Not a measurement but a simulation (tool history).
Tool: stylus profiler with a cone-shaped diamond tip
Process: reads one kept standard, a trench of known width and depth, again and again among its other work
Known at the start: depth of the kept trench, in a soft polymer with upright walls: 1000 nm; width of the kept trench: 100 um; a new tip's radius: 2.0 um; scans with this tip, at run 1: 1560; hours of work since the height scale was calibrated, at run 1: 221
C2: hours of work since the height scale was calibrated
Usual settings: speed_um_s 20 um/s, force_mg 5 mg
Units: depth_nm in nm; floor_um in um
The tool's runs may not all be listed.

Run 1, day 0: usual settings; scans with this tip 1560; C2 221. Result: depth_nm 1022.78 nm, floor_um 96.09 um.
Run 2, day 5.658: usual settings; scans with this tip 2206; C2 313. Result: depth_nm 1022.61 nm, floor_um 95.86 um.
Run 3, day 10.304: usual settings; scans with this tip 2737; C2 389. Result: depth_nm 1022.01 nm, floor_um 95.7 um.
Run 4, day 12.804: usual settings; scans with this tip 3023; C2 429. Result: depth_nm 1021.51 nm, floor_um 95.62 um.
Run 5, day 17.908: usual settings but force_mg 4 mg; scans with this tip 3606; C2 512. Result: depth_nm 1018.38 nm, floor_um 95.46 um.
Run 6, day 20.904: usual settings but force_mg 4 mg; scans with this tip 3948; C2 561. Result: depth_nm 1018.12 nm, floor_um 95.41 um.
Run 7, day 26.146: usual settings; scans with this tip 4547; C2 646. Result: depth_nm 1020.77 nm, floor_um 95.24 um.
Run 8, day 30.454: usual settings; scans with this tip 5039; C2 716. Result: depth_nm 1020.23 nm, floor_um 95.16 um.
Run 9, day 34.488: usual settings; scans with this tip 5500; C2 781. Result: depth_nm 1020.48 nm, floor_um 95.1 um.
Run 10, day 38.792: usual settings but speed_um_s 60 um/s, force_mg 5.93 mg; scans with this tip 5992; C2 851. Result: depth_nm 1022.99 nm, floor_um 94.93 um.
Run 11, day 42.8: usual settings but speed_um_s 40 um/s, force_mg 3.16 mg; scans with this tip 6450; C2 916. Result: depth_nm 1012.85 nm, floor_um 94.81 um.
Run 12, day 46.004: usual settings but speed_um_s 15 um/s, force_mg 13.86 mg; scans with this tip 6816; C2 968. Result: depth_nm 1042.16 nm, floor_um 94.77 um.
Run 13, day 51.704: usual settings but speed_um_s 12 um/s, force_mg 4.51 mg; scans with this tip 7467; C2 1061. Result: depth_nm 1017.39 nm, floor_um 94.64 um.
Run 14, day 56.279: usual settings but speed_um_s 33 um/s, force_mg 4.51 mg; scans with this tip 7989; C2 1135. Result: depth_nm 1017.16 nm, floor_um 94.54 um.
Run 15, day 59.879: usual settings but speed_um_s 33 um/s, force_mg 4.51 mg; scans with this tip 8401; C2 1193. Result: depth_nm 1016.7 nm, floor_um 94.44 um.
Run 16, day 62.746: usual settings but speed_um_s 33 um/s, force_mg 4.51 mg; scans with this tip 8729; C2 1240. Result: depth_nm 1016.19 nm, floor_um 94.37 um.
At day 65.404: new tip fitted, height scale calibrated.
Run 17, day 65.404: usual settings but speed_um_s 13 um/s, force_mg 3.9 mg; scans with this tip 0; C2 0. Result: depth_nm 1019.73 nm, floor_um 96.62 um.
Run 18, day 69.962: usual settings but speed_um_s 13 um/s, force_mg 3.9 mg; scans with this tip 521; C2 74. Result: depth_nm 1019.54 nm, floor_um 96.48 um.

Forecast each of these 3 alternatives for the next run:
Run A, day 74.329: usual settings but speed_um_s 52 um/s, force_mg 11.03 mg; scans with this tip 1019; C2 145. Result: depth_nm ?, floor_um ?.
Run B, day 74.329: usual settings but speed_um_s 14 um/s, force_mg 7.7 mg; scans with this tip 1019; C2 145. Result: depth_nm ?, floor_um ?.
Run C, day 74.329: usual settings but speed_um_s 16 um/s; scans with this tip 1019; C2 145. Result: depth_nm ?, floor_um ?.

run  depth_nm  floor_um
  A   1039.38     96.26
  B    1030.6     96.25
  C   1022.86     96.27
Without the tool's hidden state the same runs would have given:
run  depth_nm  floor_um
  A   1040.24     96.49
  B   1031.46     96.48
  C    1023.7      96.5

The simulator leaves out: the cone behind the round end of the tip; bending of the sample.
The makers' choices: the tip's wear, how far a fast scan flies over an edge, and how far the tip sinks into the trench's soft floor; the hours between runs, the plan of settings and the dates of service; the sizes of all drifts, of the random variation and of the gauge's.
